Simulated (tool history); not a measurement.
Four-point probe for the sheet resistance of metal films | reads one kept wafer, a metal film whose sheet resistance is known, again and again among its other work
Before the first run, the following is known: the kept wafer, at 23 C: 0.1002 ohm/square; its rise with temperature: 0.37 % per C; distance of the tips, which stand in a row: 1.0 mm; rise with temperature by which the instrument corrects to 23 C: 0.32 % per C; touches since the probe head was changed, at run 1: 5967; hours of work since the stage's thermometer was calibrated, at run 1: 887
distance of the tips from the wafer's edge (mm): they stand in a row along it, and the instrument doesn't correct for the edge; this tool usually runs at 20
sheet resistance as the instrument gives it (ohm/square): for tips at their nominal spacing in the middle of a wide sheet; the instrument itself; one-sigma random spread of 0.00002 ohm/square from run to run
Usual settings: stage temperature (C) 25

| run | day | stage temperature (C) | distance of the tips from the wafer's edge (mm) | touches since the probe head was changed | hours of work since the stage's thermometer was calibrated | sheet resistance as the instrument gives it (ohm/square) |
|---|---|---|---|---|---|---|
| 1 | 0 | 25 | 20 | 5967 | 887 | 0.100551 |
| 2 | 0.675 | 25 | 20 | 6867 | 898 | 0.100585 |
| 3 | 1.296 | 29 | 20 | 7689 | 909 | 0.100749 |
| 4 | 1.742 | 29 | 20 | 8285 | 916 | 0.100787 |
| 5 | 2.229 | 29 | 20 | 8935 | 924 | 0.100729 |
| 6 | 2.904 | 30 | 20 | 9833 | 935 | 0.10081 |
| 7 | 3.467 | 25 | 20 | 10584 | 945 | 0.100649 |
| 8 | 3.921 | 25 | 37 | 11186 | 952 | 0.100502 |
| 9 | 4.379 | 25 | 37 | 11795 | 960 | 0.100498 |
| 10 | 4.746 | 25 | 37 | 12284 | 966 | 0.100495 |
| 11 | 5.071 | 25 | 4 | 12716 | 972 | 0.103745 |
| 12 | 5.408 | 22 | 65 | 13168 | 977 | 0.100331 |
| 13 | 5.875 | 33 | 3 | 13788 | 985 | 0.106533 |
| 14 | 6.233 | 20 | 15 | 14264 | 991 | 0.100504 |
| 15 | 6.767 | 20 | 15 | 14974 | 1000 | 0.100513 |
| 16 | 7.133 | 20 | 15 | 15462 | 1006 | 0.100468 |
| 17 | 7.775 | 20 | 15 | 16316 | 1017 | 0.100511 |
| 18 | 8.054 | 18 | 32 | 16692 | 1021 | 0.100243 |
| 19 | 8.488 | 19 | 40 | 17266 | 1029 | 0.100254 |
| 20 | 9.112 | 34 | 61 | 18098 | 1039 | 0.100924 |
| 21 | 9.504 | 27 | 61 | 18622 | 1045 | 0.100601 |

Measured minus without-hidden-state, run by run (identical run-to-run variation in each term; gauge scatter may differ):
The hidden state here: inner tips' distance over the nominal, %; tips' flats over new ones', %; wafer's true temperature over the reading, C; drift of the gauge itself on sheet_ohm, %.
| run | sheet resistance as the instrument gives it (ohm/square) |
|---|---|
| 1 | +0.00013 |
| 2 | +0.000138 |
| 3 | +0.000143 |
| 4 | +0.000147 |
| 5 | +0.000152 |
| 6 | +0.000159 |
| 7 | +0.000167 |
| 8 | +0.000171 |
| 9 | +0.000175 |
| 10 | +0.000178 |
| 11 | +0.000187 |
| 12 | +0.000186 |
| 13 | +0.000198 |
| 14 | +0.000196 |
| 15 | +0.0002 |
| 16 | +0.000205 |
| 17 | +0.000211 |
| 18 | +0.000215 |
| 19 | +0.000218 |
| 20 | +0.00022 |
| 21 | +0.000226 |
